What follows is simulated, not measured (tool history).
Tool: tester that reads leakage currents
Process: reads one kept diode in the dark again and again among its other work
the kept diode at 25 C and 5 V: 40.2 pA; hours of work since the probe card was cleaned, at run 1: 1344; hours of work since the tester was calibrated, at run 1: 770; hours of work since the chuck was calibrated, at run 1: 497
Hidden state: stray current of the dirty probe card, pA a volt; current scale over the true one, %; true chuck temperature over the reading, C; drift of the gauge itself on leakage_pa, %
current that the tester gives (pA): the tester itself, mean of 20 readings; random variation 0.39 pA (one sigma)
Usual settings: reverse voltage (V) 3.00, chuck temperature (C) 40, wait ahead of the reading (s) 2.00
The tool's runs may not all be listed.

run   hour  reverse voltage (V)  chuck temperature (C)  wait ahead of the reading (s)  hours of work since the probe card was cleaned  hours of work since the tester was calibrated  hours of work since the chuck was calibrated  current that the tester gives (pA)
  1    0.0                 3.00                     40                           2.00                                            1344                                            770                                           497                              142.51
  2   29.1                 3.00                     40                           2.00                                            1362                                            788                                           515                              143.17
  3   61.4                 3.00                     40                           2.00                                            1381                                            807                                           534                              144.01
  4   89.2                 3.00                     40                           2.00                                            1398                                            824                                           551                              144.52
  5  111.6                 9.33                     40                           2.00                                            1411                                            837                                           564                              241.25
  6  134.6                 9.33                     40                           2.00                                            1425                                            851                                           578                              242.56
  7  165.0                 9.33                     40                           2.00                                            1443                                            869                                           596                              244.67
  8  201.1                 9.33                     40                           2.00                                            1465                                            891                                           618                              243.80
  9  219.0                 3.00                     40                           2.00                                            1476                                            902                                           629                              146.45
 10  243.9                 3.00                     40                           2.00                                            1491                                            917                                           644                              147.26
 11  260.0                 3.00                     40                           2.00                                            1501                                            926                                           653                              147.78
 12  283.6                 3.00                     40                           2.00                                            1515                                            941                                           668                              147.49
 13  315.8                 3.00                     40                           2.00                                            1534                                            960                                           687                              148.37
     333.4  -- chuck's temperature calibrated
 14  342.5                 3.00                     40                           2.00                                            1549                                            975                                             5                              134.63
 15  357.9                 3.00                     40                           2.00                                            1558                                            984                                            15                              134.67
 16  380.9                 9.47                     40                           2.00                                            1572                                            998                                            29                              228.53
 17  396.6                 3.00                     35                           2.00                                            1581                                           1007                                            38                               88.51
 18  422.4                 2.48                     40                           2.00                                            1597                                           1023                                            53                              124.68
 19  446.5                 2.48                     40                           2.00                                            1611                                           1037                                            68                              125.71
 20  470.8                 2.48                     40                           2.00                                            1626                                           1052                                            83                              125.64
 21  492.1                 2.48                     40                           2.00                                            1639                                           1065                                            95                              125.89
 22  512.6                 2.48                     40                           2.00                                            1651                                           1077                                           108                              125.52
 23  538.4                 2.48                     40                           2.00                                            1666                                           1092                                           123                              126.58
 24  573.2                10.24                     40                           1.33                                            1687                                           1113                                           144                              242.94
     577.4  -- tester calibrated
 25  605.7                 4.38                     40                           3.98                                            1706                                             17                                           162                              164.82
 26  630.7                 4.38                     40                           3.98                                            1721                                             32                                           177                              165.14
 27  651.3                 1.23                     40                           2.00                                            1733                                             44                                           190                               93.42
 28  678.8                 1.23                     40                           2.00                                            1750                                             61                                           206                               93.66
 29  704.5                 3.00                     40                           0.75                                            1765                                             76                                           222                              140.04
 30  727.7                 3.00                     40                           0.75                                            1779                                             90                                           236                              140.94
 31  751.1                 2.91                     22                           3.60                                            1793                                            104                                           250                               30.62
     758.1  -- tester calibrated, once more
 32  770.0                 2.91                     22                           3.60                                            1803                                              7                                           260                               30.79
 33  792.1                 2.91                     22                           3.60                                            1816                                             20                                           273                               30.88
 34  822.0                 2.91                     22                           3.60                                            1834                                             38                                           291                               30.85
 35  855.3                 3.97                     30                           6.30                                            1854                                             58                                           311                               70.67
 36  876.1                 1.99                     40                           2.19                                            1867                                             71                                           323                              119.34
 37  906.1                 2.46                     36                           1.89                                            1885                                             89                                           341                               94.34
 38  921.3                 2.46                     36                           1.89                                            1894                                             98                                           351                               94.42
 39  937.5                 7.89                     54                           5.00                                            1904                                            108                                           360                              686.78

Measured less the same run without the tool's hidden state. The same run-to-run variation is in both; the gauge's scatter may not be:
run  current that the tester gives (pA)
  1                              +15.60
  2                              +16.11
  3                              +16.74
  4                              +17.26
  5                              +34.20
  6                              +35.00
  7                              +36.09
  8                              +36.90
  9                              +19.46
 10                              +19.92
 11                              +20.22
 12                              +20.50
 13                              +21.11
 14                               +7.30
 15                               +7.56
 16                              +19.37
 17                               +6.85
 18                               +7.54
 19                               +7.92
 20                               +8.28
 21                               +8.58
 22                               +8.84
 23                               +9.25
 24                              +26.39
 25                              +14.74
 26                              +15.25
 27                               +7.04
 28                               +7.33
 29                              +13.02
 30                              +13.49
 31                               +6.58
 32                               +6.75
 33                               +6.87
 34                               +6.97
 35                              +12.02
 36                              +12.91
 37                              +12.06
 38                              +12.22
 39                              +68.59

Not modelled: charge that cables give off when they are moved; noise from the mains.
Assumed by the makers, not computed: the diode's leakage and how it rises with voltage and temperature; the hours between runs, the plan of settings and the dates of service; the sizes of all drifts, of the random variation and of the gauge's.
